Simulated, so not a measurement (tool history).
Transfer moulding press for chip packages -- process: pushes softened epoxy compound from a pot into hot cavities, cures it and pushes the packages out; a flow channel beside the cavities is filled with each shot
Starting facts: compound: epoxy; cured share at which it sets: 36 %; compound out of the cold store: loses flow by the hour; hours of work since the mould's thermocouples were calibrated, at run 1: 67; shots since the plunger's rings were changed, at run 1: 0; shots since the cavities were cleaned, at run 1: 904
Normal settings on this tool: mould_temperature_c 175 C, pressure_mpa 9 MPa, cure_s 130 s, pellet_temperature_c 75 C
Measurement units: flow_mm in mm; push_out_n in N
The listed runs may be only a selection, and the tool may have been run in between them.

| run | hour | mould_temperature_c | pressure_mpa | cure_s | pellet_temperature_c | hours of work since the mould's thermocouples were calibrated | shots since the plunger's rings were changed | shots since the cavities were cleaned | incoming compound's hours out of the cold store | flow_mm | push_out_n |
|---|---|---|---|---|---|---|---|---|---|---|---|
| 1 | 0 | 175 | 9 | 130 | 75 | 67 | 0 | 904 | 36.3 | 930 | 652 |
|  | 24.2 | cavities cleaned with cleaning compound and waxed |
| 2 | 35.9 | 175 | 9 | 130 | 80 | 91 | 326 | 111 | 8.8 | 1084 | 422 |
| 3 | 70.8 | 175 | 9 | 130 | 73 | 116 | 657 | 442 | 20.4 | 1017 | 558 |
| 4 | 115.1 | 175 | 9 | 130 | 73 | 147 | 1077 | 862 | 46.2 | 870 | 630 |
|  | 142.3 | cavities cleaned with cleaning compound and waxed |
| 5 | 155.6 | 175 | 9 | 130 | 73 | 174 | 1447 | 127 | 23.5 | 997 | 436 |
| 6 | 203.2 | 175 | 9 | 130 | 73 | 207 | 1898 | 578 | 47.3 | 855 | 594 |
| 7 | 238.1 | 175 | 9 | 130 | 73 | 232 | 2229 | 909 | 32.9 | 933 | 637 |
|  | 261 | cavities cleaned with cleaning compound and waxed |
| 8 | 273.6 | 175 | 8.17 | 130 | 75 | 256 | 2552 | 120 | 35.4 | 872 | 436 |
|  | 299.6 | plunger's sealing rings changed |
| 9 | 327.2 | 175 | 6.98 | 130 | 75 | 292 | 261 | 604 | 9.8 | 947 | 603 |
| 10 | 365.6 | 175 | 10.58 | 130 | 75 | 319 | 626 | 969 | 21.1 | 1098 | 639 |
|  | 381.4 | cavities cleaned with cleaning compound and waxed |
| 11 | 414.5 | 175 | 9 | 130 | 83 | 352 | 1075 | 314 | 32.3 | 951 | 509 |
| 12 | 440.3 | 175 | 9 | 132 | 75 | 370 | 1320 | 559 | 28 | 958 | 580 |
| 13 | 465.6 | 175 | 9 | 132 | 75 | 388 | 1560 | 799 | 44.3 | 878 | 606 |
|  | 498.2 | cavities cleaned with cleaning compound and waxed |
| 14 | 499.9 | 175 | 9 | 132 | 75 | 411 | 1871 | 16 | 44.4 | 872 | 354 |
| 15 | 551.1 | 175 | 9 | 132 | 75 | 447 | 2356 | 501 | 16 | 1032 | 566 |
|  | 556.3 | mould's thermocouples calibrated |
| 16 | 582.2 | 168 | 9 | 130 | 67 | 18 | 2632 | 777 | 25 | 1010 | 953 |
|  | 600.6 | plunger's sealing rings changed |
|  | 618.5 | cavities cleaned with cleaning compound and waxed |
| 17 | 628.9 | 168 | 9 | 130 | 67 | 48 | 254 | 98 | 37.1 | 953 | 574 |
|  | 653 | mould's thermocouples calibrated, once more |
| 18 | 667.9 | 181 | 9 | 130 | 74 | 10 | 605 | 449 | 44.2 | 863 | 514 |
| 19 | 714.2 | 181 | 9 | 130 | 74 | 43 | 1044 | 888 | 20.9 | 982 | 574 |
|  | 736.3 | cavities cleaned with cleaning compound and waxed |
| 20 | 764.8 | 173 | 10.4 | 121 | 84 | 77 | 1509 | 269 | 14.8 | 1130 | 612 |
| 21 | 794.6 | 173 | 10.4 | 149 | 84 | 98 | 1792 | 552 | 32.1 | 1017 | 567 |
| 22 | 818.2 | 168 | 10.5 | 130 | 72 | 115 | 2016 | 776 | 16 | 1145 | 958 |
|  | 853.9 | cavities cleaned with cleaning compound and waxed |
| 23 | 860.5 | 168 | 10.5 | 130 | 72 | 144 | 2404 | 64 | 9.5 | 1191 | 647 |
|  | 903.7 | plunger's sealing rings changed |
| 24 | 906.8 | 168 | 10.5 | 130 | 72 | 174 | 29 | 479 | 45.1 | 981 | 789 |
| 25 | 939 | 168 | 10.5 | 130 | 72 | 197 | 334 | 784 | 33.1 | 1050 | 911 |
|  | 974.4 | cavities cleaned with cleaning compound and waxed |
| 26 | 977.9 | 168 | 7.02 | 130 | 83 | 223 | 689 | 33 | 39.1 | 834 | 511 |
| 27 | 1022.1 | 168 | 7.02 | 150 | 67 | 254 | 1108 | 452 | 11.9 | 973 | 684 |
| 28 | 1062.2 | 168 | 7.02 | 150 | 67 | 282 | 1488 | 832 | 26.4 | 892 | 747 |
|  | 1093.3 | cavities cleaned with cleaning compound and waxed |
| 29 | 1113.3 | 168 | 7.02 | 150 | 67 | 317 | 1958 | 189 | 33.8 | 853 | 520 |

Branching from run 29: 3 alternative next runs. What would each branch give?
| A | 1166.7 | 175 | 9 | 130 | 75 | 355 | 2465 | 696 | 20.7 | ? | ? |
| B | 1166.7 | 168 | 9.42 | 150 | 73 | 355 | 2465 | 696 | 32.6 | ? | ? |
| C | 1166.7 | 182 | 7.63 | 130 | 72 | 355 | 2465 | 696 | 11.2 | ? | ? |

| run | flow_mm | push_out_n |
|---|---|---|
| A | 995 | 635 |
| B | 985 | 726 |
| C | 938 | 567 |
With the hidden condition removed and each run's random variation left untouched, the same runs would have given:
| run | flow_mm | push_out_n |
|---|---|---|
| A | 1020 | 361 |
| B | 1009 | 417 |
| C | 960 | 318 |
